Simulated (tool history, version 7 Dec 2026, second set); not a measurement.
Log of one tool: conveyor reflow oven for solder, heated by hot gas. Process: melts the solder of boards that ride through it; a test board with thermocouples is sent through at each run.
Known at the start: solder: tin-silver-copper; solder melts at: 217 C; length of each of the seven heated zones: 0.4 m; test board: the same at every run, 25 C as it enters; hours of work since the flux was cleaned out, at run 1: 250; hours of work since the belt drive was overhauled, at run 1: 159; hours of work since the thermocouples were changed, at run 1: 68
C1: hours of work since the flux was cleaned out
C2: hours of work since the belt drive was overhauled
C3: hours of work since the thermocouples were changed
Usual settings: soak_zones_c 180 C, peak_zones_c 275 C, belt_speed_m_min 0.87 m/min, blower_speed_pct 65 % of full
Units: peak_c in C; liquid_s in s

{"run": 1, "day": 0.0, "soak_zones_c": 180, "peak_zones_c": 275, "belt_speed_m_min": 0.87, "blower_speed_pct": 65, "C1": 250, "C2": 159, "C3": 68, "peak_c": 255.6, "liquid_s": 43.8}
{"run": 2, "day": 1.783, "soak_zones_c": 180, "peak_zones_c": 275, "belt_speed_m_min": 0.87, "blower_speed_pct": 80, "C1": 283, "C2": 192, "C3": 101, "peak_c": 260.3, "liquid_s": 46.4}
{"day": 3.317, "done": "flux residue cleaned out of gas plates and filters"}
{"run": 3, "day": 3.417, "soak_zones_c": 180, "peak_zones_c": 275, "belt_speed_m_min": 0.993, "blower_speed_pct": 65, "C1": 2, "C2": 218, "C3": 127, "peak_c": 250.7, "liquid_s": 35.3}
{"run": 4, "day": 4.262, "soak_zones_c": 180, "peak_zones_c": 275, "belt_speed_m_min": 0.993, "blower_speed_pct": 65, "C1": 17, "C2": 233, "C3": 142, "peak_c": 250.6, "liquid_s": 35.6}
{"run": 5, "day": 5.192, "soak_zones_c": 180, "peak_zones_c": 275, "belt_speed_m_min": 0.87, "blower_speed_pct": 65, "C1": 34, "C2": 250, "C3": 159, "peak_c": 256.5, "liquid_s": 43.8}
{"run": 6, "day": 6.812, "soak_zones_c": 180, "peak_zones_c": 275, "belt_speed_m_min": 0.87, "blower_speed_pct": 78, "C1": 64, "C2": 280, "C3": 189, "peak_c": 259.7, "liquid_s": 46.4}
{"run": 7, "day": 8.504, "soak_zones_c": 180, "peak_zones_c": 275, "belt_speed_m_min": 0.87, "blower_speed_pct": 78, "C1": 95, "C2": 310, "C3": 220, "peak_c": 260, "liquid_s": 46.2}
{"run": 8, "day": 10.15, "soak_zones_c": 180, "peak_zones_c": 275, "belt_speed_m_min": 0.87, "blower_speed_pct": 78, "C1": 124, "C2": 340, "C3": 249, "peak_c": 259.9, "liquid_s": 46.2}
{"run": 9, "day": 11.425, "soak_zones_c": 180, "peak_zones_c": 275, "belt_speed_m_min": 0.87, "blower_speed_pct": 78, "C1": 148, "C2": 364, "C3": 273, "peak_c": 259.3, "liquid_s": 46}
{"run": 10, "day": 12.821, "soak_zones_c": 180, "peak_zones_c": 275, "belt_speed_m_min": 0.87, "blower_speed_pct": 51, "C1": 173, "C2": 389, "C3": 298, "peak_c": 250.1, "liquid_s": 39.8}
{"run": 11, "day": 13.796, "soak_zones_c": 180, "peak_zones_c": 275, "belt_speed_m_min": 0.87, "blower_speed_pct": 51, "C1": 191, "C2": 407, "C3": 316, "peak_c": 250.2, "liquid_s": 39.9}
{"run": 12, "day": 15.333, "soak_zones_c": 180, "peak_zones_c": 275, "belt_speed_m_min": 0.87, "blower_speed_pct": 51, "C1": 219, "C2": 435, "C3": 344, "peak_c": 250.1, "liquid_s": 39.6}
{"run": 13, "day": 17.171, "soak_zones_c": 193, "peak_zones_c": 289, "belt_speed_m_min": 0.87, "blower_speed_pct": 83, "C1": 252, "C2": 468, "C3": 377, "peak_c": 275, "liquid_s": 54.9}
{"run": 14, "day": 18.15, "soak_zones_c": 193, "peak_zones_c": 289, "belt_speed_m_min": 0.87, "blower_speed_pct": 83, "C1": 270, "C2": 486, "C3": 395, "peak_c": 275.4, "liquid_s": 54.9}
{"run": 15, "day": 19.596, "soak_zones_c": 180, "peak_zones_c": 276, "belt_speed_m_min": 0.979, "blower_speed_pct": 62, "C1": 296, "C2": 512, "C3": 421, "peak_c": 250.8, "liquid_s": 35.8}
{"day": 20.404, "done": "flux residue cleaned out of gas plates and filters"}
{"run": 16, "day": 20.629, "soak_zones_c": 179, "peak_zones_c": 279, "belt_speed_m_min": 0.777, "blower_speed_pct": 86, "C1": 4, "C2": 527, "C3": 436, "peak_c": 268.5, "liquid_s": 55.5}
{"run": 17, "day": 22.017, "soak_zones_c": 169, "peak_zones_c": 279, "belt_speed_m_min": 0.777, "blower_speed_pct": 84, "C1": 29, "C2": 553, "C3": 462, "peak_c": 266.7, "liquid_s": 52.3}
{"run": 18, "day": 23.271, "soak_zones_c": 180, "peak_zones_c": 275, "belt_speed_m_min": 0.852, "blower_speed_pct": 65, "C1": 52, "C2": 576, "C3": 485, "peak_c": 257, "liquid_s": 45.3}
{"run": 19, "day": 24.225, "soak_zones_c": 180, "peak_zones_c": 275, "belt_speed_m_min": 0.852, "blower_speed_pct": 65, "C1": 70, "C2": 593, "C3": 502, "peak_c": 257, "liquid_s": 45.1}

3 ways to go on from here, each from the tool as it stands after run 19. What would each give?
{"run": "A", "day": 25.633, "soak_zones_c": 177, "peak_zones_c": 263, "belt_speed_m_min": 0.884, "blower_speed_pct": 65, "C1": 95, "C2": 619, "C3": 528, "peak_c": "?", "liquid_s": "?"}
{"run": "B", "day": 25.633, "soak_zones_c": 191, "peak_zones_c": 283, "belt_speed_m_min": 0.754, "blower_speed_pct": 65, "C1": 95, "C2": 619, "C3": 528, "peak_c": "?", "liquid_s": "?"}
{"run": "C", "day": 25.633, "soak_zones_c": 181, "peak_zones_c": 275, "belt_speed_m_min": 0.852, "blower_speed_pct": 65, "C1": 95, "C2": 619, "C3": 528, "peak_c": "?", "liquid_s": "?"}

run=A peak_c=245 liquid_s=36.3
run=B peak_c=269.7 liquid_s=61
run=C peak_c=256.5 liquid_s=45.7
Without the tool's hidden state the same runs would have given:
run=A peak_c=244.9 liquid_s=36.3
run=B peak_c=269.6 liquid_s=61
run=C peak_c=256.4 liquid_s=45.7
